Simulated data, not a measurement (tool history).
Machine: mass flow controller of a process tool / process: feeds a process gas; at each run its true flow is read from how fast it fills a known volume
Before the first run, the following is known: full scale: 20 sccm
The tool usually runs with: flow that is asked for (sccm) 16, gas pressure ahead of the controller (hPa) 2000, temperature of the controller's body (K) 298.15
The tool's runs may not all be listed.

run      day  flow that is asked for (sccm)  gas pressure ahead of the controller (hPa)  temperature of the controller's body (K)  true flow (%)
  1    0.000                             16                                        2000                                    298.15          98.64
  2   10.017                             16                                        2000                                    297.15          98.39
  3   17.133                             16                                        1990                                    298.15          98.57
  4   22.796                             16                                        1990                                    298.15          98.58
  5   29.825                             16                                        2000                                    300.15          98.66
  6   39.942                             16                                        2000                                    300.15          98.81
  7   49.808                             16                                        2000                                    300.15          98.84
  8   56.629                             16                                        2000                                    298.15          98.47
  9   62.238                             16                                        2000                                    298.15          98.37
 10   72.221                             16                                        2000                                    298.15          98.39
 11   80.904                             16                                        2000                                    298.15          98.25
 12   91.246                             16                                        2000                                    298.15          98.22
 13  101.450                             16                                        2000                                    298.15          98.13
 14  108.021                             16                                        2000                                    298.15          98.21
 15  118.462                             16                                        2000                                    298.15          98.15
 16  130.650                             16                                        2000                                    298.15          98.32
 17  142.171                             16                                        2000                                    298.15          98.15
     143.154  -- controller's zero set anew
 18  152.654                             16                                        2000                                    298.15          97.91
 19  161.712                             16                                        2000                                    298.15          97.88
 20  167.004                              5                                        2000                                    298.15          95.16
 21  176.946                              5                                        2000                                    298.15          95.08
 22  185.854                             16                                        2000                                    306.15          98.49
 23  196.712                             16                                        2000                                    306.15          98.60
     207.550  -- controller's zero set anew, once more
 24  207.550                              6                                        2000                                    306.15          97.45
 25  212.729                             10                                        2000                                    297.15          97.16
 26  217.758                              3                                        2240                                    303.15          96.53
 27  224.058                              4                                        2000                                    298.15          95.94
 28  229.446                              4                                        2190                                    299.15          96.27
 29  241.646                              5                                        1430                                    306.15          96.79
 30  246.600                              5                                        1430                                    306.15          96.92
 31  257.092                              3                                        2750                                    297.15          95.61
 32  264.517                              7                                        2710                                    307.15          97.59
 33  269.696                              4                                        2710                                    307.15          96.98
 34  276.808                              5                                        1980                                    304.15          96.57
 35  288.596                              9                                        1750                                    298.15          96.70
 36  295.388                              5                                        2750                                    295.15          95.76
 37  301.817                              5                                        2750                                    295.15          95.79
 38  307.158                              3                                        2750                                    295.15          95.08
 39  318.912                              3                                        2750                                    295.15          95.11
 40  323.925                              3                                        2750                                    295.15          94.95
 41  335.725                              3                                        2750                                    295.15          94.96
 42  347.529                              3                                        1950                                    299.15          94.95
 43  353.371                              3                                        1900                                    296.15          94.63
 44  359.092                             13                                        1900                                    293.15          96.43
 45  369.817                             16                                        2000                                    296.15          97.26
 46  377.158                             16                                        2000                                    296.15          97.27
 47  382.908                              2                                        2000                                    298.15          94.03
 48  388.538                              3                                        1460                                    298.15          94.40

Some steps in true flow (%) between neighbouring runs. How much of each would the tool show without its hidden state too (settings, what came in, random variation), and how much is left for the hidden state, with any gauge scatter that isn't in both results?
Hidden conditions of the tool in this case: flow at rest that the sensor doesn't see, % of full scale; true flow over the shown one, %; drift of the gauge itself on true_pct, %.
Run 19 -> 20: flow that is asked for (sccm) 16 -> 5. true flow (%) -2.72: hidden state -1.12, all else -1.60.
Run 21 -> 22: flow that is asked for (sccm) 5 -> 16, temperature of the controller's body (K) 298.15 -> 306.15. true flow (%) +3.41: hidden state +1.10, all else +2.31.
Run 46 -> 47: flow that is asked for (sccm) 16 -> 2, temperature of the controller's body (K) 296.15 -> 298.15. true flow (%) -3.24: hidden state -1.62, all else -1.62.

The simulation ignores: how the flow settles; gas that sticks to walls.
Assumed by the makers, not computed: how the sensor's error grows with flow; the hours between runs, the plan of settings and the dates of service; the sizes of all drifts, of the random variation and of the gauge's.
